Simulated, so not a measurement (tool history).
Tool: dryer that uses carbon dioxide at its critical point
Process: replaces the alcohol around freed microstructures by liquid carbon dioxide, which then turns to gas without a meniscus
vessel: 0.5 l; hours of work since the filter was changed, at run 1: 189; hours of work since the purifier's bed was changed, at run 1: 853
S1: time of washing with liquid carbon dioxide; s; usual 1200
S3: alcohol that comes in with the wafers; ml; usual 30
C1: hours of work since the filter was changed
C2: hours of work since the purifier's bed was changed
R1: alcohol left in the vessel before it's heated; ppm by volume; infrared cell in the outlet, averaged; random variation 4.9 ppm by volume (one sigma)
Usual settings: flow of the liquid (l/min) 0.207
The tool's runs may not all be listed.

{"run": 1, "hour": 0.0, "S1": 1200, "flow of the liquid (l/min)": 0.207, "S3": 30, "C1": 189, "C2": 853, "R1": 178}
{"run": 2, "hour": 37.6, "S1": 1200, "flow of the liquid (l/min)": 0.207, "S3": 30, "C1": 210, "C2": 874, "R1": 181}
{"run": 3, "hour": 64.9, "S1": 1200, "flow of the liquid (l/min)": 0.207, "S3": 30, "C1": 225, "C2": 889, "R1": 184}
{"run": 4, "hour": 99.2, "S1": 1200, "flow of the liquid (l/min)": 0.207, "S3": 30, "C1": 245, "C2": 908, "R1": 189}
{"run": 5, "hour": 125.3, "S1": 1200, "flow of the liquid (l/min)": 0.207, "S3": 30, "C1": 259, "C2": 923, "R1": 188}
{"run": 6, "hour": 146.4, "S1": 1200, "flow of the liquid (l/min)": 0.207, "S3": 30, "C1": 271, "C2": 935, "R1": 204}
{"run": 7, "hour": 171.4, "S1": 1200, "flow of the liquid (l/min)": 0.207, "S3": 30, "C1": 285, "C2": 948, "R1": 194}
{"run": 8, "hour": 193.5, "S1": 1620, "flow of the liquid (l/min)": 0.207, "S3": 30, "C1": 297, "C2": 961, "R1": 78}
{"run": 9, "hour": 236.1, "S1": 840, "flow of the liquid (l/min)": 0.207, "S3": 30, "C1": 321, "C2": 985, "R1": 959}
{"run": 10, "hour": 269.7, "S1": 840, "flow of the liquid (l/min)": 0.207, "S3": 30, "C1": 340, "C2": 1003, "R1": 954}
{"run": 11, "hour": 290.0, "S1": 840, "flow of the liquid (l/min)": 0.207, "S3": 30, "C1": 351, "C2": 1015, "R1": 966}
{"run": 12, "hour": 315.2, "S1": 1200, "flow of the liquid (l/min)": 0.207, "S3": 28, "C1": 365, "C2": 1029, "R1": 186}
{"run": 13, "hour": 355.9, "S1": 1320, "flow of the liquid (l/min)": 0.219, "S3": 23, "C1": 388, "C2": 1051, "R1": 90}
{"run": 14, "hour": 390.3, "S1": 1320, "flow of the liquid (l/min)": 0.219, "S3": 23, "C1": 407, "C2": 1070, "R1": 106}
{"run": 15, "hour": 417.3, "S1": 960, "flow of the liquid (l/min)": 0.134, "S3": 56, "C1": 422, "C2": 1086, "R1": 5402}
{"run": 16, "hour": 446.8, "S1": 1680, "flow of the liquid (l/min)": 0.207, "S3": 84, "C1": 438, "C2": 1102, "R1": 98}
{"run": 17, "hour": 469.4, "S1": 1200, "flow of the liquid (l/min)": 0.135, "S3": 21, "C1": 451, "C2": 1115, "R1": 984}
{"hour": 502.7, "done": "purifier's bed changed"}
{"run": 18, "hour": 509.7, "S1": 1560, "flow of the liquid (l/min)": 0.219, "S3": 45, "C1": 472, "C2": 4, "R1": 31}
{"run": 19, "hour": 549.1, "S1": 1200, "flow of the liquid (l/min)": 0.249, "S3": 32, "C1": 494, "C2": 26, "R1": 62}
{"run": 20, "hour": 569.1, "S1": 1200, "flow of the liquid (l/min)": 0.198, "S3": 30, "C1": 505, "C2": 37, "R1": 228}
{"run": 21, "hour": 609.5, "S1": 1200, "flow of the liquid (l/min)": 0.227, "S3": 30, "C1": 527, "C2": 59, "R1": 116}

Forecast each of these 5 alternatives for the next run:
{"run": "A", "hour": 631.8, "S1": 780, "flow of the liquid (l/min)": 0.312, "S3": 40, "C1": 540, "C2": 72, "R1": "?"}
{"run": "B", "hour": 631.8, "S1": 1200, "flow of the liquid (l/min)": 0.127, "S3": 30, "C1": 540, "C2": 72, "R1": "?"}
{"run": "C", "hour": 631.8, "S1": 1800, "flow of the liquid (l/min)": 0.227, "S3": 30, "C1": 540, "C2": 72, "R1": "?"}
{"run": "D", "hour": 631.8, "S1": 1200, "flow of the liquid (l/min)": 0.228, "S3": 42, "C1": 540, "C2": 72, "R1": "?"}
{"run": "E", "hour": 631.8, "S1": 1200, "flow of the liquid (l/min)": 0.258, "S3": 30, "C1": 540, "C2": 72, "R1": "?"}

run=A R1=260
run=B R1=1768
run=C R1=13
run=D R1=130
run=E R1=44
Without the tool's hidden state the same runs would have given:
run=A R1=197
run=B R1=1479
run=C R1=8
run=D R1=91
run=E R1=29
